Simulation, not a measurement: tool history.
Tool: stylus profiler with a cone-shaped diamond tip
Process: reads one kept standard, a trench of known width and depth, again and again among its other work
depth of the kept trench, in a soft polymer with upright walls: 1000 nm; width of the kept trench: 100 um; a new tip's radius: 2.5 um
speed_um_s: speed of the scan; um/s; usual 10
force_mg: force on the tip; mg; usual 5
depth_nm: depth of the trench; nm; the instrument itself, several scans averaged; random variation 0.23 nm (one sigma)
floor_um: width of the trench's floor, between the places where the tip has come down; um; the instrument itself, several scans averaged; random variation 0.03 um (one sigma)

{"run": 1, "hour": 0.0, "speed_um_s": 10, "force_mg": 5, "depth_nm": 1017.39, "floor_um": 95.68}
{"run": 2, "hour": 6.4, "speed_um_s": 10, "force_mg": 5, "depth_nm": 1017.78, "floor_um": 95.66}
{"run": 3, "hour": 16.0, "speed_um_s": 10, "force_mg": 5, "depth_nm": 1018.12, "floor_um": 95.69}
{"run": 4, "hour": 27.9, "speed_um_s": 10, "force_mg": 5, "depth_nm": 1017.58, "floor_um": 95.62}
{"run": 5, "hour": 34.8, "speed_um_s": 10, "force_mg": 5, "depth_nm": 1017.56, "floor_um": 95.64}
{"run": 6, "hour": 48.9, "speed_um_s": 10, "force_mg": 5, "depth_nm": 1017.81, "floor_um": 95.6}
{"run": 7, "hour": 56.0, "speed_um_s": 10, "force_mg": 5, "depth_nm": 1017.83, "floor_um": 95.63}
{"run": 8, "hour": 64.1, "speed_um_s": 10, "force_mg": 5, "depth_nm": 1017.56, "floor_um": 95.58}
{"run": 9, "hour": 75.1, "speed_um_s": 10, "force_mg": 5, "depth_nm": 1017.55, "floor_um": 95.58}
{"run": 10, "hour": 83.3, "speed_um_s": 10, "force_mg": 2.06, "depth_nm": 1010.06, "floor_um": 95.52}
{"hour": 84.6, "done": "height scale calibrated on a step standard"}
{"run": 11, "hour": 91.8, "speed_um_s": 30, "force_mg": 4.07, "depth_nm": 1016.27, "floor_um": 95.48}
{"run": 12, "hour": 101.4, "speed_um_s": 30, "force_mg": 4.07, "depth_nm": 1016.02, "floor_um": 95.5}
{"run": 13, "hour": 113.9, "speed_um_s": 11, "force_mg": 5, "depth_nm": 1018.46, "floor_um": 95.53}
{"hour": 128.0, "done": "height scale calibrated on a step standard, once more"}
{"run": 14, "hour": 129.5, "speed_um_s": 7, "force_mg": 14.34, "depth_nm": 1035.78, "floor_um": 95.47}

The next listed run, before its measurement:
{"run": 15, "hour": 141.8, "speed_um_s": 7, "force_mg": 14.34, "depth_nm": "?", "floor_um": "?"}

{"run 15": {"depth_nm": 1035.82, "floor_um": 95.47}}
Without the tool's hidden state the same run would have given depth_nm 1035.48 nm, floor_um 95.97 um.

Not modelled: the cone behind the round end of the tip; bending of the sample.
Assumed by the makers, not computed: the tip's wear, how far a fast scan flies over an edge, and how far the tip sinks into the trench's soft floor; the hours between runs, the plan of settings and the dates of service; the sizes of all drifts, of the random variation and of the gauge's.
